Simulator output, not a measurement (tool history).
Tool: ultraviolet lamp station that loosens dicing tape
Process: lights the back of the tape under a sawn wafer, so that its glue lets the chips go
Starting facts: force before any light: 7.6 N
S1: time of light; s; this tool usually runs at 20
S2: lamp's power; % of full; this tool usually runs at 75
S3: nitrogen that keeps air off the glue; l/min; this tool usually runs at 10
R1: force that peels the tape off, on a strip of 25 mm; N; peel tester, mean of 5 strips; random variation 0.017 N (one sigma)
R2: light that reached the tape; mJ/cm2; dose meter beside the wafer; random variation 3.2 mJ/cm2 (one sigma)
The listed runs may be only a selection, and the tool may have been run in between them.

run	hour	S1	S2	S3	R1	R2
1	0.0	20	75	10	1.160	392
2	5.3	20	75	10	1.166	396
3	15.3	20	75	10	1.150	394
4	21.7	20	75	10	1.196	391
5	27.8	20	75	10	1.202	390
6	36.8	20	75	10	1.222	384
7	44.9	16	75	10	1.697	311
8	51.6	16	75	10	1.730	306
9	60.7	20	75	16	1.016	378
10	66.8	20	75	16	1.020	388
11	71.8	20	75	16	1.092	379
12	80.3	20	71	10	1.385	365
13	89.5	20	71	10	1.348	359
14	94.6	20	75	10	1.265	385
15	102.2	20	75	10	1.258	379
16	107.6	20	75	7	1.423	376
17	115.7	20	75	10	1.263	379
18	125.4	20	75	10	1.265	377
19	131.7	20	75	10	1.256	374
# hour 132.7: window cleaned of glue's vapour
20	137.4	18	74	15	1.664	292
21	142.7	15	74	15	2.047	238
22	148.0	20	95	6	1.322	412
23	153.3	20	95	9	1.161	413
# hour 154.7: window cleaned of glue's vapour, once more
24	163.7	20	95	9	0.665	557
25	169.2	20	95	9	0.646	555
26	175.5	13	92	7	1.709	347
27	180.2	31	65	10	0.562	585
28	187.6	31	65	10	0.561	584
29	195.4	31	65	10	0.566	578

What will run 30 give?
30	205.3	13	78	5	?	?

R1: 2.285 N
R2: 292 mJ/cm2
If the tool had no hidden condition, the same run with the same run-to-run variation would have returned R1 1.957 N, R2 331 mJ/cm2.

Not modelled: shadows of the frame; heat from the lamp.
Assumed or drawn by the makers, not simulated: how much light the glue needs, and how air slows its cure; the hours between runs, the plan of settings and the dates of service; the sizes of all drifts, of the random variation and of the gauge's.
